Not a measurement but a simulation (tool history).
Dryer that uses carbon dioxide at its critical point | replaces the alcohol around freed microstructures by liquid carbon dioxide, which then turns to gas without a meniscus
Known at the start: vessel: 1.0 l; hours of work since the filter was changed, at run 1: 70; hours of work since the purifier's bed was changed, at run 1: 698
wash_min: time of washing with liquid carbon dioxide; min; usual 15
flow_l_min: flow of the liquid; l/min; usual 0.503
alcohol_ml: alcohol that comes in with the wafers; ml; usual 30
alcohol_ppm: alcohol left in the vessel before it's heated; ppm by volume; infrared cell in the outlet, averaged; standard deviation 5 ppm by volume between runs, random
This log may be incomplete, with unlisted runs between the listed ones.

run	hour	wash_min	flow_l_min	alcohol_ml	hours of work since the filter was changed	hours of work since the purifier's bed was changed	alcohol_ppm
1	0.0	15	0.503	30	70	698	110
2	34.3	15	0.503	30	93	722	118
3	62.8	15	0.503	30	113	741	112
4	91.0	15	0.503	30	133	761	122
5	137.2	15	0.503	30	164	793	118
6	160.9	15	0.503	30	181	809	125
7	200.8	15	0.503	119	208	837	209
8	240.0	15	0.503	30	235	864	130
9	290.1	15	0.503	30	270	898	136
10	335.9	15	0.503	30	302	930	145
11	376.0	10	0.503	30	329	957	470
12	419.0	10	0.503	30	359	987	479
13	450.0	10	0.503	30	380	1009	512
14	473.3	10	0.503	30	396	1025	527
15	495.9	15	0.503	30	412	1040	170
# hour 551.7: purifier's bed changed
16	552.3	15	0.503	30	449	0	50
17	588.6	15	0.503	30	474	25	64
18	618.6	15	0.332	30	495	46	492
19	644.4	23	0.332	30	513	64	70
20	695.4	16	0.503	30	548	99	60
# hour 717.1: inlet filter changed
21	741.3	19	0.741	62	17	130	24
22	779.7	19	0.741	62	43	157	31
23	816.5	18	0.320	73	69	182	336
24	851.3	18	0.320	73	93	206	356
25	886.8	12	0.442	32	117	231	242
26	923.5	12	0.792	32	143	256	40
27	955.0	12	0.379	73	164	278	1132
28	1005.4	21	0.405	30	199	313	54
29	1042.7	21	0.405	30	225	338	49
30	1092.1	21	0.405	30	259	372	70

Below, each run's measurement less what the same run would have read without the hidden state. Both values contain the same run-to-run variation, but the gauge's scatter may not be the same in both:
What the log doesn't record here: flow that reaches the vessel past the clogged filter, %; alcohol in the recycled carbon dioxide, ppm; drift of the gauge itself on alcohol_ppm, %.
run	alcohol_ppm
1	+84
2	+87
3	+88
4	+91
5	+98
6	+101
7	+139
8	+111
9	+115
10	+119
11	+248
12	+261
13	+283
14	+298
15	+145
16	+32
17	+39
18	+255
19	+47
20	+42
21	+15
22	+19
23	+62
24	+75
25	+64
26	+31
27	+255
28	+41
29	+45
30	+50

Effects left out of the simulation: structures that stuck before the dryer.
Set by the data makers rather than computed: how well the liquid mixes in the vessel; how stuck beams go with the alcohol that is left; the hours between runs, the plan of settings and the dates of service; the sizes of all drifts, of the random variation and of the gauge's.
